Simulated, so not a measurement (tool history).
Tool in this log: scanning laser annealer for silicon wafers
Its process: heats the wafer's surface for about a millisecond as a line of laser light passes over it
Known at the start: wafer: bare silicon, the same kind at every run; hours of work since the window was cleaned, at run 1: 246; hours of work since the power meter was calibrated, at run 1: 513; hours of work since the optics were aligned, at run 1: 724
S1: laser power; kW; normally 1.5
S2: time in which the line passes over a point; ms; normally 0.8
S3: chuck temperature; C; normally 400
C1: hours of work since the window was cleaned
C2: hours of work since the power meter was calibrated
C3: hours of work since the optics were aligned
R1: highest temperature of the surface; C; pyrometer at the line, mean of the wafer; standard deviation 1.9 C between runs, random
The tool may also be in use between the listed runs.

| run | hour | S1 | S2 | S3 | C1 | C2 | C3 | R1 |
|---|---|---|---|---|---|---|---|---|
| 1 | 0 | 1.5 | 0.8 | 400 | 246 | 513 | 724 | 1165 |
| 2 | 46.9 | 1.5 | 0.8 | 400 | 270 | 538 | 749 | 1158 |
| 3 | 75.3 | 1.5 | 0.8 | 392 | 285 | 553 | 764 | 1150 |
| 4 | 105.3 | 1.5 | 0.8 | 388 | 301 | 569 | 780 | 1140 |
| 5 | 142 | 1.5 | 0.8 | 388 | 320 | 588 | 799 | 1144 |
|  | 168.6 | window over the wafer cleaned |
| 6 | 192.2 | 1.5 | 0.8 | 417 | 12 | 613 | 824 | 1184 |
| 7 | 247.1 | 1.636 | 0.8 | 400 | 41 | 642 | 853 | 1247 |
| 8 | 278 | 1.636 | 0.8 | 400 | 58 | 658 | 870 | 1242 |
| 9 | 309.3 | 1.5 | 0.73 | 400 | 74 | 675 | 886 | 1131 |
| 10 | 360.6 | 1.481 | 0.8 | 400 | 101 | 702 | 913 | 1152 |
| 11 | 392.8 | 1.649 | 0.8 | 400 | 118 | 719 | 930 | 1248 |
| 12 | 426 | 1.5 | 0.8 | 400 | 135 | 736 | 947 | 1158 |
| 13 | 463.2 | 1.5 | 0.8 | 400 | 155 | 756 | 967 | 1160 |
| 14 | 498.8 | 1.5 | 0.8 | 400 | 174 | 775 | 986 | 1158 |
| 15 | 528.8 | 1.5 | 0.8 | 400 | 190 | 790 | 1002 | 1156 |
| 16 | 579.9 | 1.5 | 0.8 | 400 | 216 | 817 | 1028 | 1158 |
| 17 | 629.5 | 1.5 | 0.762 | 400 | 242 | 843 | 1054 | 1139 |
| 18 | 678.3 | 1.5 | 0.762 | 400 | 268 | 869 | 1080 | 1135 |
| 19 | 716.7 | 1.5 | 0.8 | 437 | 288 | 889 | 1100 | 1187 |
| 20 | 750.1 | 1.5 | 0.8 | 437 | 306 | 907 | 1118 | 1186 |
| 21 | 777.4 | 1.5 | 0.8 | 437 | 320 | 921 | 1132 | 1183 |
|  | 802.8 | window over the wafer cleaned |
| 22 | 833.9 | 1.283 | 0.8 | 368 | 16 | 950 | 1161 | 1013 |
| 23 | 881 | 1.5 | 0.87 | 411 | 41 | 975 | 1186 | 1206 |
| 24 | 938.1 | 1.333 | 0.917 | 400 | 71 | 1005 | 1216 | 1111 |
| 25 | 984.2 | 1.303 | 0.596 | 425 | 95 | 1029 | 1240 | 994 |
| 26 | 1034.1 | 1.282 | 0.989 | 400 | 122 | 1055 | 1266 | 1098 |
| 27 | 1075 | 1.458 | 0.8 | 400 | 143 | 1077 | 1288 | 1135 |
| 28 | 1108.3 | 1.598 | 0.802 | 400 | 161 | 1094 | 1305 | 1212 |
| 29 | 1133.4 | 1.467 | 0.9 | 385 | 174 | 1107 | 1319 | 1165 |
| 30 | 1183.4 | 1.467 | 0.9 | 385 | 200 | 1134 | 1345 | 1158 |
| 31 | 1236.5 | 1.36 | 0.9 | 412 | 228 | 1162 | 1373 | 1118 |
| 32 | 1278.2 | 1.452 | 0.675 | 417 | 250 | 1184 | 1395 | 1087 |
| 33 | 1302 | 1.489 | 0.8 | 400 | 263 | 1196 | 1407 | 1143 |
| 34 | 1351.8 | 1.5 | 0.8 | 391 | 289 | 1222 | 1433 | 1140 |
| 35 | 1399.5 | 1.5 | 0.681 | 364 | 314 | 1247 | 1458 | 1055 |
|  | 1438.8 | window over the wafer cleaned |
| 36 | 1443.3 | 1.5 | 0.681 | 364 | 2 | 1269 | 1480 | 1075 |
| 37 | 1477.3 | 1.5 | 0.681 | 364 | 20 | 1287 | 1498 | 1073 |

Below are 3 alternative next runs, each starting from the tool's condition after run 37. Predict each:
| A | 1535.5 | 1.5 | 0.592 | 400 | 51 | 1318 | 1529 | ? |
| B | 1535.5 | 1.526 | 0.966 | 363 | 51 | 1318 | 1529 | ? |
| C | 1535.5 | 1.559 | 0.879 | 364 | 51 | 1318 | 1529 | ? |

| run | R1 |
|---|---|
| A | 1063 |
| B | 1210 |
| C | 1195 |
The same runs, with their run-to-run variation unchanged, on a tool lacking any hidden condition would have given:
| run | R1 |
|---|---|
| A | 1080 |
| B | 1232 |
| C | 1217 |
